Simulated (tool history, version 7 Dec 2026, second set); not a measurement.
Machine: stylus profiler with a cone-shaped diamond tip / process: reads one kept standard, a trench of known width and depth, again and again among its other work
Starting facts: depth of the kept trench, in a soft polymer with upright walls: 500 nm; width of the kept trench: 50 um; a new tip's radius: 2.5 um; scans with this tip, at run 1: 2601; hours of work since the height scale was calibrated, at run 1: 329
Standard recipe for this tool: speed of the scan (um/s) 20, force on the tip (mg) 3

run   hour  speed of the scan (um/s)  force on the tip (mg)  scans with this tip  hours of work since the height scale was calibrated  depth of the trench (Å)  width of the trench's floor (µm)
  1      0                        20                      3                 2601                                                  329                   5075.5                             46.86
  2   17.2                        20                      3                 2679                                                  338                   5074.9                             46.86
  3   39.1                        20                      3                 2779                                                  351                   5076.3                             46.89
  4   60.1                        20                      3                 2875                                                  363                   5074.7                             46.83
  5   70.2                        20                      3                 2921                                                  369                   5076.8                             46.86
  6     83                        20                      3                 2979                                                  376                   5078.2                             46.87
  7   94.2                         5                      3                 3031                                                  383                   5072.8                              46.9
  8  115.8                        20                   2.36                 3129                                                  395                   5063.6                             46.85
  9  136.6                        19                   1.72                 3224                                                  407                   5046.9                              46.8
 10  147.5                         9                   1.35                 3274                                                  414                   5039.2                             46.86
 11    170                         9                   1.35                 3376                                                  427                   5042.1                             46.81
 12  191.5                         9                   1.35                 3474                                                  439                   5039.9                             46.88
 13  212.3                        20                   8.24                 3569                                                  451                   5151.3                             46.85
 14    222                        10                   2.31                 3613                                                  456                     5060                             46.81
 15  241.3                        31                      3                 3701                                                  468                   5073.8                             46.77
 16  262.1                        31                      3                 3796                                                  480                   5074.2                             46.78

Predict each of these 3 candidate next runs independently; none follows another, all start after run 16:
  A  275.1                        55                   7.92                 3856                                                  487                        ?                                 ?
  B  275.1                        61                      3                 3856                                                  487                        ?                                 ?
  C  275.1                        62                   3.69                 3856                                                  487                        ?                                 ?

run  depth of the trench (Å)  width of the trench's floor (µm)
  A                   5150.5                             46.76
  B                   5076.2                             46.71
  C                   5088.2                             46.75
Without the tool's unlogged condition, the same runs would have read:
run  depth of the trench (Å)  width of the trench's floor (µm)
  A                   5156.9                             46.91
  B                   5082.5                             46.86
  C                   5094.5                              46.9
